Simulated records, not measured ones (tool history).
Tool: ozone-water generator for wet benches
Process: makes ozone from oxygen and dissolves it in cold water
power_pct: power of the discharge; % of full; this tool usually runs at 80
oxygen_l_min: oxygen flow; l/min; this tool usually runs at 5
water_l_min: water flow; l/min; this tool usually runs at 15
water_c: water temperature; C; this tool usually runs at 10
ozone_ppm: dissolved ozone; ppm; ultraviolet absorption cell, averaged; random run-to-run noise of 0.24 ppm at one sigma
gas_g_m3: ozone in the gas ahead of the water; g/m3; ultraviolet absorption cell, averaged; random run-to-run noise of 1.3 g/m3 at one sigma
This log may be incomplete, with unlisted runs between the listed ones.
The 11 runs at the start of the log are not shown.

run,hour,power_pct,oxygen_l_min,water_l_min,water_c,ozone_ppm,gas_g_m3
12,1603.1,80,5,15,10,36.2,248.4
13,1809,80,5,15,10,36.5,252.4
14,1967.6,80,5,15,5,39,251.2
15,2096.5,80,5,15,5,39,251.7
16,2236.5,80,5,16,10,34,250.4
17,2435.5,58,5,15,5,31.3,199.8
18,2628.5,58,5,14,5,32.7,200.3
19,2840.3,80,5,10,6,52.1,249.8
20,2942,80,3.16,15,6,36.7,320.1
21,3096,80,3.16,16,6,34.6,317.5
22,3234.3,75,8.29,13,7,39.6,182
# hour 3336.2: contactor cleaned
23,3386.8,42,8.29,15,7,23.2,119.3
24,3579.2,94,4.27,15,11,40.5,305.9
25,3734.8,80,5,16,10,34.3,250.5
26,3857.4,74,3.3,11,10,43.7,295.4
27,4002,74,3.3,20,10,24.9,295.8
28,4196.5,80,5,11,10,45.5,251
29,4291.9,44,5,15,12,23.2,163.1
30,4461.5,62,5,15,10,30.4,207.9
31,4577.1,62,5,15,10,30,209.5
32,4773.7,62,5,15,10,30.3,207.4

Branching from run 32: 4 alternative next runs. What would each branch give?
# hour 4909.2: water thermometer calibrated
A,4923.6,69,5,17,10,?,?
# hour 4909.2: water thermometer calibrated
B,4923.6,62,5,16,10,?,?
# hour 4909.2: water thermometer calibrated
C,4923.6,62,4.79,19,6,?,?
# hour 4909.2: water thermometer calibrated
D,4923.6,62,7.42,15,14,?,?

run,ozone_ppm,gas_g_m3
A,29.3,225.2
B,28.4,210.3
C,25.4,212.9
D,28,168.3
Without the tool's unlogged condition, the same runs would have read:
run,ozone_ppm,gas_g_m3
A,29.4,225.7
B,28.5,210.7
C,25.4,213.3
D,28,168.7
